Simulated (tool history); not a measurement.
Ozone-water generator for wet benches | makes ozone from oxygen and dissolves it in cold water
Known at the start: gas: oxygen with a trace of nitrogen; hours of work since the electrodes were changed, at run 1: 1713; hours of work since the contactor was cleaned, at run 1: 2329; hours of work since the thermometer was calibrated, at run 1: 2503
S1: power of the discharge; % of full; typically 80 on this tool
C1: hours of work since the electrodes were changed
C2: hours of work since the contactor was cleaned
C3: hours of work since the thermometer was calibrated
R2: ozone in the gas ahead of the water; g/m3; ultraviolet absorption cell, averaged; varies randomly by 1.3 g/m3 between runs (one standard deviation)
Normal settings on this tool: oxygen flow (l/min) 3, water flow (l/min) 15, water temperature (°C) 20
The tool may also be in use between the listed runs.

{"run": 1, "day": 0.0, "S1": 80, "oxygen flow (l/min)": 3, "water flow (l/min)": 15, "water temperature (°C)": 20, "C1": 1713, "C2": 2329, "C3": 2503, "dissolved ozone (ppm)": 25, "R2": 242.9}
{"run": 2, "day": 1.438, "S1": 80, "oxygen flow (l/min)": 3, "water flow (l/min)": 15, "water temperature (°C)": 20, "C1": 1744, "C2": 2361, "C3": 2534, "dissolved ozone (ppm)": 24.8, "R2": 240.8}
{"run": 3, "day": 2.879, "S1": 58, "oxygen flow (l/min)": 3, "water flow (l/min)": 15, "water temperature (°C)": 20, "C1": 1776, "C2": 2392, "C3": 2566, "dissolved ozone (ppm)": 18.6, "R2": 182.3}
{"run": 4, "day": 4.242, "S1": 58, "oxygen flow (l/min)": 3, "water flow (l/min)": 15, "water temperature (°C)": 20, "C1": 1805, "C2": 2422, "C3": 2595, "dissolved ozone (ppm)": 18.5, "R2": 183.9}
{"run": 5, "day": 5.221, "S1": 58, "oxygen flow (l/min)": 3, "water flow (l/min)": 15, "water temperature (°C)": 20, "C1": 1827, "C2": 2444, "C3": 2617, "dissolved ozone (ppm)": 18.9, "R2": 182.8}
{"run": 6, "day": 6.371, "S1": 58, "oxygen flow (l/min)": 3, "water flow (l/min)": 15, "water temperature (°C)": 20, "C1": 1852, "C2": 2469, "C3": 2642, "dissolved ozone (ppm)": 18.9, "R2": 183.4}
{"run": 7, "day": 7.346, "S1": 58, "oxygen flow (l/min)": 3, "water flow (l/min)": 15, "water temperature (°C)": 20, "C1": 1873, "C2": 2490, "C3": 2663, "dissolved ozone (ppm)": 18.8, "R2": 181.3}
{"run": 8, "day": 8.442, "S1": 80, "oxygen flow (l/min)": 3, "water flow (l/min)": 15, "water temperature (°C)": 20, "C1": 1897, "C2": 2514, "C3": 2687, "dissolved ozone (ppm)": 24.9, "R2": 240.6}
{"run": 9, "day": 10.221, "S1": 80, "oxygen flow (l/min)": 3, "water flow (l/min)": 15, "water temperature (°C)": 20, "C1": 1936, "C2": 2553, "C3": 2726, "dissolved ozone (ppm)": 24.7, "R2": 237.7}
{"run": 10, "day": 12.117, "S1": 80, "oxygen flow (l/min)": 3, "water flow (l/min)": 15, "water temperature (°C)": 20, "C1": 1977, "C2": 2594, "C3": 2767, "dissolved ozone (ppm)": 24.8, "R2": 236.6}
{"run": 11, "day": 13.442, "S1": 80, "oxygen flow (l/min)": 3, "water flow (l/min)": 15, "water temperature (°C)": 20, "C1": 2006, "C2": 2623, "C3": 2796, "dissolved ozone (ppm)": 24.8, "R2": 235.9}
{"run": 12, "day": 14.575, "S1": 80, "oxygen flow (l/min)": 3, "water flow (l/min)": 15, "water temperature (°C)": 20, "C1": 2031, "C2": 2648, "C3": 2821, "dissolved ozone (ppm)": 24.8, "R2": 238.6}
{"run": 13, "day": 16.25, "S1": 80, "oxygen flow (l/min)": 3, "water flow (l/min)": 15, "water temperature (°C)": 20, "C1": 2068, "C2": 2684, "C3": 2858, "dissolved ozone (ppm)": 24.9, "R2": 237.3}
{"run": 14, "day": 17.958, "S1": 80, "oxygen flow (l/min)": 3, "water flow (l/min)": 15, "water temperature (°C)": 20, "C1": 2105, "C2": 2722, "C3": 2895, "dissolved ozone (ppm)": 25, "R2": 239.1}
{"run": 15, "day": 19.504, "S1": 80, "oxygen flow (l/min)": 3, "water flow (l/min)": 15, "water temperature (°C)": 20, "C1": 2139, "C2": 2755, "C3": 2929, "dissolved ozone (ppm)": 24.8, "R2": 235.2}
{"run": 16, "day": 20.775, "S1": 80, "oxygen flow (l/min)": 3, "water flow (l/min)": 15, "water temperature (°C)": 20, "C1": 2166, "C2": 2783, "C3": 2957, "dissolved ozone (ppm)": 24.9, "R2": 235.9}
{"day": 22.35, "done": "gauge calibrated"}
{"run": 17, "day": 22.433, "S1": 80, "oxygen flow (l/min)": 3, "water flow (l/min)": 15, "water temperature (°C)": 20, "C1": 2203, "C2": 2819, "C3": 2993, "dissolved ozone (ppm)": 25.2, "R2": 243}
{"run": 18, "day": 23.721, "S1": 86, "oxygen flow (l/min)": 4.72, "water flow (l/min)": 10, "water temperature (°C)": 22, "C1": 2231, "C2": 2848, "C3": 3021, "dissolved ozone (ppm)": 31.1, "R2": 195}
{"run": 19, "day": 24.825, "S1": 86, "oxygen flow (l/min)": 4.72, "water flow (l/min)": 17, "water temperature (°C)": 19, "C1": 2255, "C2": 2872, "C3": 3045, "dissolved ozone (ppm)": 24.2, "R2": 191.5}
{"day": 25.538, "done": "water thermometer calibrated"}
{"run": 20, "day": 26.225, "S1": 46, "oxygen flow (l/min)": 1.96, "water flow (l/min)": 17, "water temperature (°C)": 20, "C1": 2285, "C2": 2902, "C3": 15, "dissolved ozone (ppm)": 13.6, "R2": 192.7}
{"run": 21, "day": 28.096, "S1": 80, "oxygen flow (l/min)": 3, "water flow (l/min)": 20, "water temperature (°C)": 20, "C1": 2326, "C2": 2943, "C3": 56, "dissolved ozone (ppm)": 19.7, "R2": 237.8}
{"run": 22, "day": 29.267, "S1": 80, "oxygen flow (l/min)": 3, "water flow (l/min)": 20, "water temperature (°C)": 20, "C1": 2351, "C2": 2968, "C3": 81, "dissolved ozone (ppm)": 19.5, "R2": 242.4}
{"run": 23, "day": 31.088, "S1": 58, "oxygen flow (l/min)": 5.18, "water flow (l/min)": 20, "water temperature (°C)": 23, "C1": 2391, "C2": 3008, "C3": 121, "dissolved ozone (ppm)": 14.1, "R2": 128.5}
{"run": 24, "day": 32.288, "S1": 66, "oxygen flow (l/min)": 2.87, "water flow (l/min)": 20, "water temperature (°C)": 23, "C1": 2417, "C2": 3034, "C3": 147, "dissolved ozone (ppm)": 16.5, "R2": 208.9}
{"run": 25, "day": 33.488, "S1": 59, "oxygen flow (l/min)": 2.87, "water flow (l/min)": 20, "water temperature (°C)": 18, "C1": 2444, "C2": 3060, "C3": 174, "dissolved ozone (ppm)": 15.7, "R2": 189.8}
{"run": 26, "day": 34.604, "S1": 57, "oxygen flow (l/min)": 2.54, "water flow (l/min)": 13, "water temperature (°C)": 20, "C1": 2468, "C2": 3085, "C3": 198, "dissolved ozone (ppm)": 20.7, "R2": 197.8}
{"run": 27, "day": 35.662, "S1": 52, "oxygen flow (l/min)": 2.08, "water flow (l/min)": 14, "water temperature (°C)": 24, "C1": 2491, "C2": 3108, "C3": 221, "dissolved ozone (ppm)": 17, "R2": 206.4}
{"day": 37.0, "done": "contactor cleaned"}
{"run": 28, "day": 37.346, "S1": 46, "oxygen flow (l/min)": 3, "water flow (l/min)": 15, "water temperature (°C)": 13, "C1": 2524, "C2": 8, "C3": 254, "dissolved ozone (ppm)": 17, "R2": 147.7}
{"run": 29, "day": 39.05, "S1": 46, "oxygen flow (l/min)": 3, "water flow (l/min)": 15, "water temperature (°C)": 13, "C1": 2561, "C2": 45, "C3": 292, "dissolved ozone (ppm)": 16.8, "R2": 147.1}
{"run": 30, "day": 40.858, "S1": 82, "oxygen flow (l/min)": 1.87, "water flow (l/min)": 15, "water temperature (°C)": 17, "C1": 2601, "C2": 84, "C3": 331, "dissolved ozone (ppm)": 25.8, "R2": 327}
{"run": 31, "day": 42.358, "S1": 95, "oxygen flow (l/min)": 3, "water flow (l/min)": 15, "water temperature (°C)": 13, "C1": 2634, "C2": 117, "C3": 364, "dissolved ozone (ppm)": 31.2, "R2": 275}
{"run": 32, "day": 43.242, "S1": 67, "oxygen flow (l/min)": 1.9, "water flow (l/min)": 19, "water temperature (°C)": 20, "C1": 2653, "C2": 136, "C3": 383, "dissolved ozone (ppm)": 16.9, "R2": 268.6}
{"run": 33, "day": 45.062, "S1": 80, "oxygen flow (l/min)": 2.22, "water flow (l/min)": 15, "water temperature (°C)": 20, "C1": 2693, "C2": 176, "C3": 423, "dissolved ozone (ppm)": 24.6, "R2": 284.3}

Some steps in R2 between neighbouring runs. How much of each would the tool show without its hidden state too (settings, what came in, random variation), and how much is left for the hidden state, with any gauge scatter that isn't in both results?
Unlogged tool condition in this case: yield of the discharge, % of new electrodes'; contactor's efficiency, % of a clean one's; true water temperature over the reading, C; drift of the gauge itself on ozone_ppm, %; drift of the gauge itself on gas_g_m3, %.
Run 16 -> 17: gauge calibrated. R2 +7.1 g/m3: hidden state +6.6, all else +0.5.
Run 22 -> 23: S1 80 -> 58, oxygen flow (l/min) 3 -> 5.18, water temperature (°C) 20 -> 23. R2 -113.9 g/m3: hidden state +0.9, all else -114.8.
Run 23 -> 24: S1 58 -> 66, oxygen flow (l/min) 5.18 -> 2.87. R2 +80.4 g/m3: hidden state -1.4, all else +81.8.
Run 29 -> 30: S1 46 -> 82, oxygen flow (l/min) 3 -> 1.87, water temperature (°C) 13 -> 17. R2 +179.9 g/m3: hidden state -5.1, all else +185.

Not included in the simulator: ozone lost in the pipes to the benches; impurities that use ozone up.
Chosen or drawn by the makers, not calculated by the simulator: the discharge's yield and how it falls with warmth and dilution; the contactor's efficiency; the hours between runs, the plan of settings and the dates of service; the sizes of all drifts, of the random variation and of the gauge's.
